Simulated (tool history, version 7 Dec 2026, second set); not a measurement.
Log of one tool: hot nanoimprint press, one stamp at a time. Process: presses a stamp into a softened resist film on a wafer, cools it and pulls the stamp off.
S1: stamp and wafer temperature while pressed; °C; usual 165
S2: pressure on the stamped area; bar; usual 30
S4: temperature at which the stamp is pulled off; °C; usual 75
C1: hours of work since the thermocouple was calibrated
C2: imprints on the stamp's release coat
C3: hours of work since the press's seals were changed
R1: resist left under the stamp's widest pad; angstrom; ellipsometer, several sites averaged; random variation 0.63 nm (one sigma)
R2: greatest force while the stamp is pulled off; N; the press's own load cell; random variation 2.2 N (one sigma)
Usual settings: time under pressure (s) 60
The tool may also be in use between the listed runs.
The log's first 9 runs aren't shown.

{"run": 10, "hour": 586.9, "S1": 158, "S2": 30, "time under pressure (s)": 60, "S4": 75, "C1": 78, "C2": 1229, "C3": 755, "R1": 2173, "R2": 173}
{"hour": 664.6, "done": "stamp cleaned and given a new release coat"}
{"run": 11, "hour": 672.1, "S1": 158, "S2": 30, "time under pressure (s)": 60, "S4": 75, "C1": 116, "C2": 15, "C3": 792, "R1": 2184, "R2": 174}
{"run": 12, "hour": 725.1, "S1": 158, "S2": 30, "time under pressure (s)": 60, "S4": 65, "C1": 141, "C2": 125, "C3": 818, "R1": 2159, "R2": 188}
{"run": 13, "hour": 777.7, "S1": 158, "S2": 30, "time under pressure (s)": 60, "S4": 65, "C1": 167, "C2": 233, "C3": 843, "R1": 2181, "R2": 180}
{"run": 14, "hour": 815.1, "S1": 153, "S2": 30, "time under pressure (s)": 60, "S4": 75, "C1": 185, "C2": 310, "C3": 861, "R1": 2576, "R2": 175}
{"hour": 882.7, "done": "press's hydraulic seals changed and the load cell set to zero"}
{"run": 15, "hour": 887.4, "S1": 153, "S2": 30, "time under pressure (s)": 60, "S4": 75, "C1": 215, "C2": 443, "C3": 2, "R1": 2563, "R2": 174}
{"run": 16, "hour": 965.1, "S1": 165, "S2": 30, "time under pressure (s)": 119, "S4": 76, "C1": 253, "C2": 603, "C3": 39, "R1": 1295, "R2": 178}
{"run": 17, "hour": 1014.6, "S1": 168, "S2": 33.7, "time under pressure (s)": 119, "S4": 76, "C1": 276, "C2": 705, "C3": 63, "R1": 1030, "R2": 174}
{"run": 18, "hour": 1087.9, "S1": 153, "S2": 38.1, "time under pressure (s)": 60, "S4": 69, "C1": 311, "C2": 856, "C3": 98, "R1": 2393, "R2": 181}
{"run": 19, "hour": 1166.2, "S1": 157, "S2": 38.1, "time under pressure (s)": 60, "S4": 69, "C1": 349, "C2": 1018, "C3": 136, "R1": 2070, "R2": 181}
{"run": 20, "hour": 1210.9, "S1": 165, "S2": 30, "time under pressure (s)": 80, "S4": 75, "C1": 370, "C2": 1110, "C3": 157, "R1": 1473, "R2": 176}

The next listed run, before its measurement:
{"hour": 1220.4, "done": "plate thermocouple calibrated"}
{"run": 21, "hour": 1267.3, "S1": 165, "S2": 28.3, "time under pressure (s)": 60, "S4": 75, "C1": 22, "C2": 1220, "C3": 183, "R1": "?", "R2": "?"}

R1: 1660 angstrom
R2: 178 N
Without the tool's hidden state the same run would have given R1 1638 angstrom, R2 177 N.

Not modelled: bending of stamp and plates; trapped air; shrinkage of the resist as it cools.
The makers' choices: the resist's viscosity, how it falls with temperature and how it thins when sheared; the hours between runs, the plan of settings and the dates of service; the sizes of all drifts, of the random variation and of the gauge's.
